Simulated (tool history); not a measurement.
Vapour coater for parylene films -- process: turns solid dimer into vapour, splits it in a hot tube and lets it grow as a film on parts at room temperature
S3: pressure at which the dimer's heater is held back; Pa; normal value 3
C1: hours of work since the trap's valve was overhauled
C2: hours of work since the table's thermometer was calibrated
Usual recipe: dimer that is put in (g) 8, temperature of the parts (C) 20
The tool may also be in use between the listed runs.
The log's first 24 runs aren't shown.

Run 25, hour 531.2: usual settings but dimer that is put in (g) 5, temperature of the parts (C) 15, S3 2.4 Pa; C1 107; C2 101. Result: thickness of the film (µm) 5.52.
Run 26, hour 547.8: usual settings but dimer that is put in (g) 5, temperature of the parts (C) 15, S3 2.4 Pa; C1 119; C2 113. Result: thickness of the film (µm) 5.48.
Run 27, hour 572.7: usual settings but dimer that is put in (g) 5, temperature of the parts (C) 15, S3 2.4 Pa; C1 138; C2 132. Result: thickness of the film (µm) 5.53.
Run 28, hour 587.8: usual settings but dimer that is put in (g) 9, temperature of the parts (C) 15, S3 5.96 Pa; C1 149; C2 143. Result: thickness of the film (µm) 8.19.
Run 29, hour 602.3: usual settings but temperature of the parts (C) 15; C1 160; C2 154. Result: thickness of the film (µm) 8.42.
Run 30, hour 623.1: usual settings but dimer that is put in (g) 10, temperature of the parts (C) 22; C1 176; C2 169. Result: thickness of the film (µm) 8.7.
Run 31, hour 642.6: usual settings but dimer that is put in (g) 10, temperature of the parts (C) 22; C1 190; C2 184. Result: thickness of the film (µm) 8.7.
Run 32, hour 666.8: usual settings but dimer that is put in (g) 3, temperature of the parts (C) 22, S3 3.55 Pa; C1 208; C2 202. Result: thickness of the film (µm) 2.49.

Alternative continuations, all from the tool just after run 32; predict every row:
Run A, hour 699.3: usual settings but dimer that is put in (g) 9, temperature of the parts (C) 22, S3 4.06 Pa; C1 232; C2 226. Result: thickness of the film (µm) ?.
Run B, hour 699.3: usual settings but dimer that is put in (g) 3, temperature of the parts (C) 22, S3 3.02 Pa; C1 232; C2 226. Result: thickness of the film (µm) ?.
Run C, hour 699.3: usual settings but dimer that is put in (g) 6, temperature of the parts (C) 15, S3 4.38 Pa; C1 232; C2 226. Result: thickness of the film (µm) ?.
Run D, hour 699.3: usual settings but dimer that is put in (g) 14, temperature of the parts (C) 18, S3 10.72 Pa; C1 232; C2 226. Result: thickness of the film (µm) ?.

run  thickness of the film (µm)
  A                        7.34
  B                        2.57
  C                        5.81
  D                       10.51
What these runs would have given with no unlogged condition in the tool:
run  thickness of the film (µm)
  A                        7.57
  B                        2.65
  C                        5.99
  D                       10.84
